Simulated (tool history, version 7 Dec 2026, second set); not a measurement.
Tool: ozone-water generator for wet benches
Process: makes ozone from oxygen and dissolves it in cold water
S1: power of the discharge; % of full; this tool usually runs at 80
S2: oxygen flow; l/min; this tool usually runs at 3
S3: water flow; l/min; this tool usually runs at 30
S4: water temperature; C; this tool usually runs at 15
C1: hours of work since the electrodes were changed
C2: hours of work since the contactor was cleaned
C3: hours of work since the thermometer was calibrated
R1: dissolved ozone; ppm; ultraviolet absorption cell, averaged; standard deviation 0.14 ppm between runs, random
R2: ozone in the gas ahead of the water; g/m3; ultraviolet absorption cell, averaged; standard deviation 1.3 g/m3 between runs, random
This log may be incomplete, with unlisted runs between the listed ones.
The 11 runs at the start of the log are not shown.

| run | hour | S1 | S2 | S3 | S4 | C1 | C2 | C3 | R1 | R2 |
|---|---|---|---|---|---|---|---|---|---|---|
| 12 | 1688.2 | 80 | 5.12 | 30 | 12 | 5723 | 1665 | 4870 | 18.1 | 192.6 |
| 13 | 1874.8 | 80 | 5.12 | 30 | 12 | 5907 | 1849 | 5054 | 18.5 | 191.8 |
|  | 2078.4 | water thermometer calibrated |
| 14 | 2103.9 | 80 | 5.12 | 30 | 12 | 6132 | 2074 | 25 | 18.2 | 193.1 |
| 15 | 2248.4 | 80 | 3 | 30 | 15 | 6275 | 2217 | 168 | 15.7 | 248.5 |
| 16 | 2475.4 | 80 | 4.37 | 30 | 15 | 6499 | 2441 | 391 | 17.1 | 207.2 |
| 17 | 2591.8 | 80 | 4.37 | 30 | 15 | 6613 | 2555 | 506 | 17.3 | 207.7 |
| 18 | 2728 | 80 | 4.37 | 24 | 15 | 6748 | 2690 | 641 | 20.8 | 207.8 |
| 19 | 2881.4 | 80 | 4.37 | 24 | 15 | 6899 | 2841 | 792 | 20.6 | 208.4 |
| 20 | 3035.6 | 80 | 4.37 | 24 | 15 | 7051 | 2993 | 944 | 20.4 | 208.1 |
| 21 | 3153.3 | 43 | 3 | 24 | 20 | 7167 | 3109 | 1060 | 11.1 | 150.5 |
| 22 | 3361.9 | 65 | 5.08 | 39 | 9 | 7373 | 3315 | 1266 | 12.8 | 165.1 |
| 23 | 3532.2 | 65 | 5.08 | 39 | 9 | 7541 | 3483 | 1434 | 12.5 | 163.2 |
| 24 | 3650.6 | 71 | 5.08 | 35 | 10 | 7657 | 3599 | 1550 | 14.9 | 175.6 |
| 25 | 3782.2 | 71 | 5.08 | 34 | 10 | 7787 | 3729 | 1680 | 15.1 | 176.7 |
| 26 | 3878.7 | 71 | 5.08 | 34 | 10 | 7882 | 3824 | 1775 | 15.1 | 174.3 |
| 27 | 4104.2 | 86 | 5.08 | 34 | 10 | 8105 | 4047 | 1998 | 17.8 | 202.5 |
| 28 | 4263.1 | 80 | 2.31 | 30 | 15 | 8261 | 4203 | 2154 | 14.3 | 282 |
| 29 | 4461.2 | 80 | 3 | 30 | 23 | 8457 | 4399 | 2350 | 14.6 | 247.6 |
|  | 4549 | contactor cleaned |
| 30 | 4630.1 | 90 | 3.09 | 31 | 21 | 8619 | 80 | 2512 | 16.1 | 268.8 |
| 31 | 4824.2 | 47 | 1.51 | 40 | 9 | 8811 | 271 | 2704 | 6.2 | 223.6 |
| 32 | 4931.7 | 42 | 4.4 | 18 | 15 | 8917 | 377 | 2810 | 15.2 | 122.9 |

5 options for the next run, each taken on its own from the tool as it stands now. Forecast them:
| A | 5141.7 | 42 | 2.83 | 29 | 15 | 9124 | 585 | 3017 | ? | ? |
| B | 5141.7 | 80 | 1.93 | 30 | 15 | 9124 | 585 | 3017 | ? | ? |
| C | 5141.7 | 53 | 2.41 | 44 | 15 | 9124 | 585 | 3017 | ? | ? |
| D | 5141.7 | 80 | 3 | 45 | 15 | 9124 | 585 | 3017 | ? | ? |
| E | 5141.7 | 42 | 4.62 | 20 | 10 | 9124 | 585 | 3017 | ? | ? |

| run | R1 | R2 |
|---|---|---|
| A | 9.3 | 151.5 |
| B | 13.3 | 305.2 |
| C | 7.2 | 197.1 |
| D | 10.7 | 248.5 |
| E | 15.1 | 119 |
Without the tool's unlogged condition, the same runs would have read:
| run | R1 | R2 |
|---|---|---|
| A | 9.3 | 151.7 |
| B | 13.3 | 306.2 |
| C | 7.2 | 197.5 |
| D | 10.7 | 249.4 |
| E | 15.2 | 119.2 |
